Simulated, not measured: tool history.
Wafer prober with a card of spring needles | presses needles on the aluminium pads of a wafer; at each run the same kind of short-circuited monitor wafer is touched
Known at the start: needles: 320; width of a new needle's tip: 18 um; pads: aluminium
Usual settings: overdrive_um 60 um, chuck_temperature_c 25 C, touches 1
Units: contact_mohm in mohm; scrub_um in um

run   hour  overdrive_um  chuck_temperature_c  touches  contact_mohm  scrub_um
  1    0.0            60                   25        1           137     11.92
       2.5  -- tips cleaned on abrasive film
      19.7  -- tips cleaned on abrasive film
  2   22.2            60                   25        1           143     11.96
      38.0  -- tips cleaned on abrasive film
      38.3  -- height of the first contact set anew
  3   51.6            60                   25        1           140     12.01
      55.1  -- tips cleaned on abrasive film
      71.8  -- tips cleaned on abrasive film
  4   80.5            75                   25        1           135     15.01
      89.4  -- tips cleaned on abrasive film
     105.8  -- tips cleaned on abrasive film
  5  112.7            75                   25        1           136     15.02
     123.8  -- tips cleaned on abrasive film
  6  132.6            60                   25        1           141     12.07
     140.8  -- tips cleaned on abrasive film
  7  150.4            60                   25        1           141     12.07
     157.7  -- tips cleaned on abrasive film
  8  171.6            60                   25        2           140     12.10
     174.7  -- tips cleaned on abrasive film
     192.8  -- tips cleaned on abrasive film
  9  200.2            60                   25        2           142     12.07
     211.9  -- tips cleaned on abrasive film
     228.5  -- tips cleaned on abrasive film
 10  230.9            60                   89        2           151     12.17
     244.9  -- tips cleaned on abrasive film
 11  254.1            60                   89        2           151     12.13
     262.9  -- tips cleaned on abrasive film
 12  268.2            60                   89        2           152     12.18
     279.4  -- tips cleaned on abrasive film
     297.7  -- tips cleaned on abrasive film
 13  300.6            55                   25        1           139     11.12
     315.1  -- tips cleaned on abrasive film
 14  317.5            55                   25        1           144     11.17
     322.8  -- height of the first contact set anew
     324.4  -- gauge calibrated
     332.1  -- tips cleaned on abrasive film
     348.4  -- tips cleaned on abrasive film
 15  350.4            62                   25        1           139     12.40
     365.2  -- tips cleaned on abrasive film
 16  377.7            62                   25        1           141     12.38
     382.4  -- tips cleaned on abrasive film
     400.8  -- tips cleaned on abrasive film
 17  406.5            62                   31        2           144     12.37
     419.3  -- tips cleaned on abrasive film
     435.8  -- tips cleaned on abrasive film
 18  435.8            62                   31        2           141     12.44
     452.0  -- tips cleaned on abrasive film
 19  463.1            60                   25        3           139     12.06

The next listed run, before its measurement:
     470.2  -- tips cleaned on abrasive film
     487.3  -- tips cleaned on abrasive film
 20  488.8            60                   25        3             ?         ?

Run 20 gave contact_mohm 138 mohm, scrub_um 12.07 um.
Without the tool's hidden state the same run would have given contact_mohm 138 mohm, scrub_um 11.95 um.

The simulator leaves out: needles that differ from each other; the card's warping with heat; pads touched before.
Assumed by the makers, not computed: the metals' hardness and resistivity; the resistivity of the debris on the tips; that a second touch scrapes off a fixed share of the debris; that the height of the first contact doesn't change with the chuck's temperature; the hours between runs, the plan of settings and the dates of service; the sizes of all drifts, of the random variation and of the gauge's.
